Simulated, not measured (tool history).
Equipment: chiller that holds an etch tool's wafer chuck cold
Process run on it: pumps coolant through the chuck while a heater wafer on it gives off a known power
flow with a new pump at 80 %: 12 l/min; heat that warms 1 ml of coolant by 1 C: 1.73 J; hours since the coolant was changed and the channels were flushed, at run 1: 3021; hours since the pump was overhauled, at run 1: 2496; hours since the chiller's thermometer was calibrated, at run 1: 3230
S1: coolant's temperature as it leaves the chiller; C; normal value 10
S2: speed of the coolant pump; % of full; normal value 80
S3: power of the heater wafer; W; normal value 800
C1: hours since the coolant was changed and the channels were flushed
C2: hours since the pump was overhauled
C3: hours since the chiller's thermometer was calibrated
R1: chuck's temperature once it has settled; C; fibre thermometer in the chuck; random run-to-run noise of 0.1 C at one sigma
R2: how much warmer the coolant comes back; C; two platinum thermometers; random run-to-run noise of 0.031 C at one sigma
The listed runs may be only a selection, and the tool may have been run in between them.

run,hour,S1,S2,S3,C1,C2,C3,R1,R2
1,0.0,10,80,800,3021,2496,3230,18.0,2.43
2,37.8,10,80,800,3058,2534,3268,18.0,2.39
3,101.2,10,80,800,3122,2597,3332,18.1,2.43
4,172.0,10,91,800,3193,2668,3402,17.6,2.15
5,219.1,10,86,800,3240,2715,3450,17.7,2.33
6,262.2,10,86,800,3283,2758,3493,17.8,2.29
7,321.2,10,86,800,3342,2817,3552,17.7,2.22
8,372.7,10,86,800,3393,2869,3603,17.6,2.30
9,444.7,10,86,800,3465,2941,3675,17.7,2.35
10,515.6,10,80,800,3536,3012,3746,18.2,2.44
11,556.4,10,80,800,3577,3053,3787,18.1,2.47
12,593.2,10,80,710,3614,3089,3824,17.1,2.16
13,641.9,10,80,710,3663,3138,3872,17.2,2.18
14,712.0,10,80,800,3733,3208,3943,18.2,2.51
15,761.6,10,80,800,3782,3258,3992,18.3,2.46
16,818.3,10,80,800,3839,3315,4049,18.1,2.51
17,896.7,10,76,509,3917,3393,4127,15.0,1.69
18,934.1,10,76,509,3955,3430,4165,15.0,1.64
# hour 939.3: chiller's thermometer calibrated
19,983.2,10,76,509,4003,3478,44,16.1,1.69
20,1022.4,10,76,509,4042,3518,83,16.0,1.64
21,1075.5,10,76,509,4095,3571,136,16.3,1.63
22,1123.4,10,76,509,4143,3619,184,16.1,1.67
23,1188.8,10,76,509,4208,3684,249,16.1,1.67
24,1267.0,10,76,509,4287,3762,328,16.1,1.69
25,1315.4,10,76,509,4335,3811,376,15.9,1.67
26,1376.4,12,62,1005,4396,3872,437,25.7,4.06
# hour 1389.3: coolant changed, channels flushed
27,1422.3,6,88,1005,33,3912,477,15.5,2.84
28,1455.3,6,88,1005,66,3944,510,15.5,2.84
29,1527.2,10,89,555,138,4016,582,15.1,1.58
30,1569.8,9,89,1154,181,4059,625,20.2,3.26
31,1609.9,9,89,1154,221,4099,665,19.9,3.29
32,1648.3,10,66,1168,259,4138,703,23.5,4.39

3 ways to go on from here, each from the tool as it stands after run 32. What would each give?
A,1711.6,1,69,1168,322,4201,766,?,?
B,1711.6,10,96,443,322,4201,766,?,?
C,1711.6,5,66,428,322,4201,766,?,?

run,R1,R2
A,14.3,4.30
B,14.0,1.12
C,9.7,1.58
With the hidden condition removed and each run's random variation left untouched, the same runs would have given:
run,R1,R2
A,13.7,3.95
B,13.9,1.02
C,9.6,1.45

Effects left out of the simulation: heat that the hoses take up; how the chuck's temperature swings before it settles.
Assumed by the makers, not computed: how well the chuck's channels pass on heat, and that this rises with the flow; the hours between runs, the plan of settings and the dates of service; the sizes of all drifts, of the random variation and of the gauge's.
